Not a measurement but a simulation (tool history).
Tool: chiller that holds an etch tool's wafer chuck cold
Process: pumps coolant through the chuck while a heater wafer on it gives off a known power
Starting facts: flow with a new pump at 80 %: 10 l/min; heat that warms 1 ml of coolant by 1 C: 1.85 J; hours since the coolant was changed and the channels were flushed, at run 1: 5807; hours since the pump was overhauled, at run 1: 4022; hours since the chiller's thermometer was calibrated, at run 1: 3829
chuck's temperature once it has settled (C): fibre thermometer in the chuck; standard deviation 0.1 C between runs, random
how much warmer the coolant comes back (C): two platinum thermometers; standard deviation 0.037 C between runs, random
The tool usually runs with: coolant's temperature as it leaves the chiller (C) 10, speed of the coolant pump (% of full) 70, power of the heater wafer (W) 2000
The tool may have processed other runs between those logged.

| run | hour | coolant's temperature as it leaves the chiller (C) | speed of the coolant pump (% of full) | power of the heater wafer (W) | hours since the coolant was changed and the channels were flushed | hours since the pump was overhauled | hours since the chiller's thermometer was calibrated | chuck's temperature once it has settled (C) | how much warmer the coolant comes back (C) |
|---|---|---|---|---|---|---|---|---|---|
| 1 | 0.0 | 10 | 70 | 2000 | 5807 | 4022 | 3829 | 26.4 | 7.97 |
|  | 14.8 | coolant changed, channels flushed |
|  | 43.2 | chiller's thermometer calibrated |
| 2 | 110.5 | 10 | 70 | 2000 | 95 | 4125 | 67 | 24.6 | 8.00 |
| 3 | 198.8 | 10 | 70 | 2000 | 183 | 4214 | 156 | 24.6 | 7.98 |
| 4 | 256.7 | 10 | 70 | 2358 | 241 | 4272 | 214 | 27.2 | 9.43 |
| 5 | 349.0 | 10 | 70 | 2358 | 333 | 4364 | 306 | 27.3 | 9.45 |
| 6 | 418.1 | 10 | 70 | 2000 | 402 | 4433 | 375 | 24.6 | 8.07 |
| 7 | 493.4 | 10 | 70 | 2000 | 478 | 4508 | 450 | 24.6 | 8.03 |
| 8 | 576.8 | 10 | 70 | 2000 | 561 | 4592 | 534 | 24.6 | 8.05 |
| 9 | 625.3 | 17 | 70 | 2078 | 610 | 4640 | 582 | 32.3 | 8.39 |
| 10 | 728.5 | 17 | 67 | 1005 | 713 | 4743 | 685 | 24.7 | 4.28 |
| 11 | 825.2 | 10 | 84 | 2000 | 809 | 4840 | 782 | 23.5 | 6.70 |
| 12 | 886.9 | 12 | 96 | 2000 | 871 | 4902 | 844 | 24.3 | 5.91 |
| 13 | 960.1 | 7 | 96 | 2444 | 944 | 4975 | 917 | 22.2 | 7.28 |
| 14 | 1009.5 | 5 | 77 | 2000 | 994 | 5024 | 966 | 19.2 | 7.33 |
| 15 | 1083.8 | 6 | 91 | 1155 | 1068 | 5099 | 1041 | 13.4 | 3.65 |

A few steps of chuck's temperature once it has settled (C) between consecutive runs. Split each: what settings, incoming material and random variation would produce without the hidden state, and what is left over for the hidden state, along with gauge scatter present in only one of the two compared results (measured, and without hidden state):
The hidden state here: heat passed by the chuck's channels, % of clean ones'; flow at a given pump speed, % of a new pump's; coolant's true temperature over the reading, C; drift of the gauge itself on chuck_c, C; drift of the gauge itself on warmer_back_c, C.
Run 1 -> 2: coolant changed, channels flushed, chiller's thermometer calibrated. chuck's temperature once it has settled (C) -1.8: hidden state -1.7, all else -0.1.
Run 8 -> 9: coolant's temperature as it leaves the chiller (C) 10 -> 17, power of the heater wafer (W) 2000 -> 2078. chuck's temperature once it has settled (C) +7.7: hidden state +0.1, all else +7.6.

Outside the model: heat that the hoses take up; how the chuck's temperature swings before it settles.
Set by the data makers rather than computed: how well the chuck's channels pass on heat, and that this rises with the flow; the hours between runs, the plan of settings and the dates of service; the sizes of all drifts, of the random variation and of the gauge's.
